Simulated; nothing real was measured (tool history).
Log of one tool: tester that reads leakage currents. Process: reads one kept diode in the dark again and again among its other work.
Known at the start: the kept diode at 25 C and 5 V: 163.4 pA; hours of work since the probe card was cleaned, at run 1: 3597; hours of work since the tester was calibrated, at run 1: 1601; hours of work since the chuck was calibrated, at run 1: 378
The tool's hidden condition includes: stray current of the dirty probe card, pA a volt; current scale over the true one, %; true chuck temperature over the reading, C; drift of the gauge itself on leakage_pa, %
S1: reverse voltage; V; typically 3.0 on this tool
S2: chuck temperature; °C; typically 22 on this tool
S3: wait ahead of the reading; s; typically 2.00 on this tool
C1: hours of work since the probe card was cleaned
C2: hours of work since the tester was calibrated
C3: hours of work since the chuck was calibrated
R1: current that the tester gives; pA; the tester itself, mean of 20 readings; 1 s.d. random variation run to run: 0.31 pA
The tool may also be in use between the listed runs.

| run | hour | S1 | S2 | S3 | C1 | C2 | C3 | R1 |
|---|---|---|---|---|---|---|---|---|
| 1 | 0.0 | 3.0 | 22 | 2.00 | 3597 | 1601 | 378 | 105.64 |
| 2 | 48.6 | 3.8 | 22 | 2.00 | 3630 | 1634 | 412 | 118.95 |
| 3 | 118.2 | 3.0 | 22 | 2.00 | 3678 | 1682 | 459 | 104.29 |
| 4 | 176.3 | 3.0 | 22 | 2.00 | 3718 | 1722 | 499 | 104.29 |
| 5 | 265.1 | 3.0 | 22 | 2.00 | 3779 | 1782 | 560 | 103.83 |
| 6 | 342.1 | 3.0 | 22 | 2.00 | 3832 | 1835 | 613 | 103.38 |
|  | 370.5 | probe card cleaned and baked |
| 7 | 428.5 | 3.0 | 22 | 2.00 | 40 | 1892 | 670 | 97.02 |
| 8 | 513.3 | 3.0 | 47 | 2.00 | 98 | 1950 | 728 | 538.20 |
| 9 | 568.7 | 3.0 | 47 | 2.00 | 136 | 1988 | 766 | 537.07 |
| 10 | 620.8 | 3.0 | 22 | 0.68 | 171 | 2024 | 802 | 95.92 |
| 11 | 681.8 | 3.0 | 22 | 0.68 | 213 | 2066 | 843 | 96.06 |

For run 12, what comes out?
| 12 | 745.2 | 3.0 | 46 | 6.69 | 257 | 2109 | 887 | ? |

{"run 12": {"R1": 499.45}}
Without the tool's hidden state the same run would have given R1 534.26 pA.
